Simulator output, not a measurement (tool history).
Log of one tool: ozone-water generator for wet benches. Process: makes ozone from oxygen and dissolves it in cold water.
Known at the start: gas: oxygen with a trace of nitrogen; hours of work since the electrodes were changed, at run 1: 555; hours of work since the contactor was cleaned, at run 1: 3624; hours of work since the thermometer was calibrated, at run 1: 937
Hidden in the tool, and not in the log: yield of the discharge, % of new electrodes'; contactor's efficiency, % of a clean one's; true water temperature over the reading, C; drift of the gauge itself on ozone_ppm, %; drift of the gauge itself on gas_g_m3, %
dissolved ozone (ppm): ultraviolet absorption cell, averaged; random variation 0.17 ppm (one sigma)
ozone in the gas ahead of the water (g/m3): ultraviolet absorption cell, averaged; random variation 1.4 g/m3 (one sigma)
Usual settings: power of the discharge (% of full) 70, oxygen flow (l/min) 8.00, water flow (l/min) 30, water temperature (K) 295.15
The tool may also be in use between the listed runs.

| run | day | power of the discharge (% of full) | oxygen flow (l/min) | water flow (l/min) | water temperature (K) | hours of work since the electrodes were changed | hours of work since the contactor was cleaned | hours of work since the thermometer was calibrated | dissolved ozone (ppm) | ozone in the gas ahead of the water (g/m3) |
|---|---|---|---|---|---|---|---|---|---|---|
| 1 | 0.000 | 70 | 8.00 | 30 | 295.15 | 555 | 3624 | 937 | 23.0 | 259.0 |
| 2 | 0.567 | 70 | 8.00 | 30 | 295.15 | 567 | 3635 | 949 | 22.6 | 258.3 |
| 3 | 1.379 | 70 | 8.00 | 30 | 295.15 | 584 | 3653 | 966 | 23.0 | 261.6 |
| 4 | 2.592 | 93 | 8.00 | 30 | 295.15 | 609 | 3678 | 991 | 27.7 | 319.1 |
| 5 | 3.304 | 70 | 8.00 | 30 | 294.15 | 624 | 3693 | 1006 | 23.3 | 261.1 |
| 6 | 4.075 | 70 | 8.00 | 30 | 294.15 | 640 | 3709 | 1022 | 23.1 | 259.8 |
| 7 | 4.850 | 70 | 8.00 | 30 | 294.15 | 657 | 3725 | 1039 | 23.0 | 261.6 |
| 8 | 5.908 | 70 | 8.00 | 30 | 294.15 | 679 | 3747 | 1061 | 23.1 | 259.6 |
| 9 | 7.075 | 70 | 4.03 | 30 | 294.15 | 703 | 3772 | 1085 | 20.1 | 333.7 |
| 10 | 7.600 | 70 | 8.00 | 30 | 295.15 | 714 | 3783 | 1096 | 22.5 | 258.3 |
| 11 | 8.383 | 70 | 8.00 | 30 | 295.15 | 731 | 3799 | 1113 | 22.8 | 258.1 |
| 12 | 9.342 | 70 | 8.00 | 30 | 295.15 | 751 | 3820 | 1133 | 23.0 | 256.0 |
| 13 | 10.579 | 70 | 8.00 | 30 | 295.15 | 777 | 3846 | 1159 | 22.6 | 259.5 |
| 14 | 11.283 | 70 | 4.36 | 30 | 295.15 | 791 | 3860 | 1174 | 20.0 | 321.3 |
| 15 | 12.292 | 70 | 4.36 | 30 | 295.15 | 813 | 3881 | 1195 | 20.2 | 320.1 |
| 16 | 13.496 | 70 | 8.00 | 30 | 293.15 | 838 | 3907 | 1220 | 23.4 | 255.5 |
| 17 | 14.658 | 70 | 8.00 | 30 | 293.15 | 862 | 3931 | 1244 | 23.1 | 255.9 |
| 18 | 15.446 | 70 | 8.00 | 30 | 292.15 | 879 | 3948 | 1261 | 23.7 | 255.7 |
| 19 | 16.358 | 76 | 11.40 | 33 | 293.15 | 898 | 3967 | 1280 | 23.9 | 237.3 |
| 20 | 17.238 | 60 | 7.77 | 30 | 295.15 | 916 | 3985 | 1299 | 20.3 | 231.6 |
|  | 17.746 | gauge calibrated |
| 21 | 18.133 | 60 | 7.77 | 30 | 295.15 | 935 | 4004 | 1317 | 20.3 | 237.7 |
| 22 | 18.929 | 94 | 10.69 | 45 | 290.15 | 952 | 4021 | 1334 | 21.2 | 287.2 |
| 23 | 19.554 | 55 | 4.92 | 30 | 290.15 | 965 | 4034 | 1347 | 18.6 | 264.4 |
| 24 | 20.521 | 55 | 4.92 | 30 | 290.15 | 985 | 4054 | 1367 | 18.5 | 263.8 |
| 25 | 21.400 | 70 | 8.00 | 37 | 290.15 | 1004 | 4073 | 1386 | 19.9 | 260.3 |
| 26 | 22.367 | 70 | 8.00 | 37 | 290.15 | 1024 | 4093 | 1406 | 19.8 | 258.9 |
| 27 | 23.579 | 70 | 8.00 | 37 | 290.15 | 1049 | 4118 | 1432 | 19.8 | 258.7 |
| 28 | 24.833 | 70 | 8.00 | 37 | 290.15 | 1076 | 4145 | 1458 | 19.8 | 255.7 |
| 29 | 25.683 | 41 | 5.21 | 30 | 290.15 | 1094 | 4162 | 1476 | 15.5 | 208.9 |
| 30 | 26.850 | 53 | 6.45 | 25 | 295.15 | 1118 | 4187 | 1500 | 21.4 | 230.1 |
| 31 | 27.862 | 60 | 8.00 | 30 | 294.15 | 1139 | 4208 | 1521 | 20.6 | 231.2 |
| 32 | 29.004 | 54 | 8.00 | 35 | 294.15 | 1163 | 4232 | 1545 | 16.9 | 216.4 |
| 33 | 30.208 | 70 | 8.00 | 40 | 294.15 | 1189 | 4257 | 1571 | 17.6 | 258.7 |
| 34 | 30.842 | 70 | 8.00 | 40 | 294.15 | 1202 | 4271 | 1584 | 17.3 | 252.6 |

Forecast each of these 3 alternatives for the next run:
| A | 31.667 | 67 | 8.00 | 31 | 294.15 | 1219 | 4288 | 1601 | ? | ? |
| B | 31.667 | 70 | 8.00 | 47 | 296.15 | 1219 | 4288 | 1601 | ? | ? |
| C | 31.667 | 70 | 12.10 | 20 | 295.15 | 1219 | 4288 | 1601 | ? | ? |

| run | dissolved ozone (ppm) | ozone in the gas ahead of the water (g/m3) |
|---|---|---|
| A | 21.7 | 248.4 |
| B | 14.3 | 253.9 |
| C | 31.2 | 217.8 |
Without the tool's hidden state the same runs would have given:
| run | dissolved ozone (ppm) | ozone in the gas ahead of the water (g/m3) |
|---|---|---|
| A | 21.7 | 254.0 |
| B | 14.3 | 259.6 |
| C | 31.2 | 222.7 |
